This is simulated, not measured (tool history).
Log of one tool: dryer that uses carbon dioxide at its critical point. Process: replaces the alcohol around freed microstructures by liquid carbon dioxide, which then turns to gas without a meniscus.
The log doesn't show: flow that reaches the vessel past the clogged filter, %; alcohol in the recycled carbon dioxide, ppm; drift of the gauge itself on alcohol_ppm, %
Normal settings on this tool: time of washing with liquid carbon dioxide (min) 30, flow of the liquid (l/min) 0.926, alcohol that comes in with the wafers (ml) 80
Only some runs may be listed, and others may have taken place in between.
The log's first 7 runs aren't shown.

| run | hour | time of washing with liquid carbon dioxide (min) | flow of the liquid (l/min) | alcohol that comes in with the wafers (ml) | hours of work since the filter was changed | hours of work since the purifier's bed was changed | alcohol left in the vessel before it's heated (ppm by volume) |
|---|---|---|---|---|---|---|---|
|  | 298.1 | inlet filter changed |
| 8 | 299.1 | 30 | 0.957 | 80 | 1 | 75 | 63 |
| 9 | 328.5 | 30 | 0.957 | 80 | 14 | 89 | 72 |
| 10 | 358.4 | 30 | 0.957 | 80 | 29 | 103 | 75 |
| 11 | 389.8 | 30 | 0.957 | 80 | 44 | 118 | 85 |
| 12 | 413 | 30 | 0.957 | 80 | 55 | 129 | 83 |
| 13 | 440.4 | 30 | 0.926 | 39 | 68 | 142 | 87 |
| 14 | 469.7 | 30 | 0.926 | 80 | 82 | 156 | 98 |
| 15 | 522.1 | 30 | 0.926 | 80 | 107 | 181 | 116 |
| 16 | 568.4 | 30 | 0.926 | 80 | 129 | 203 | 123 |
| 17 | 623.1 | 30 | 0.926 | 80 | 155 | 229 | 129 |
| 18 | 659.3 | 30 | 0.926 | 80 | 172 | 246 | 137 |
| 19 | 715.8 | 30 | 0.926 | 80 | 199 | 273 | 157 |
| 20 | 765.7 | 30 | 0.926 | 80 | 223 | 297 | 169 |
| 21 | 820.8 | 18 | 0.887 | 25 | 249 | 323 | 329 |
| 22 | 862.8 | 18 | 0.887 | 25 | 269 | 343 | 329 |
| 23 | 906.2 | 27 | 0.926 | 36 | 290 | 364 | 186 |
| 24 | 949.9 | 30 | 1.453 | 80 | 311 | 385 | 152 |
| 25 | 987.4 | 30 | 1.453 | 36 | 328 | 403 | 169 |
| 26 | 1021.1 | 41 | 1.453 | 36 | 344 | 419 | 174 |
| 27 | 1077.9 | 18 | 1.203 | 21 | 371 | 446 | 238 |
| 28 | 1122.4 | 24 | 0.926 | 71 | 393 | 467 | 367 |
| 29 | 1179.1 | 24 | 0.926 | 71 | 420 | 494 | 379 |
| 30 | 1214.8 | 31 | 0.691 | 71 | 437 | 511 | 426 |

For run 31, what comes out?
| 31 | 1266.9 | 37 | 0.635 | 80 | 462 | 536 | ? |

{"run 31": {"alcohol left in the vessel before it's heated (ppm by volume)": 365}}
Take away the tool's hidden state, keep the run-to-run variation as it was, and the same run would have given alcohol left in the vessel before it's heated (ppm by volume) 73.
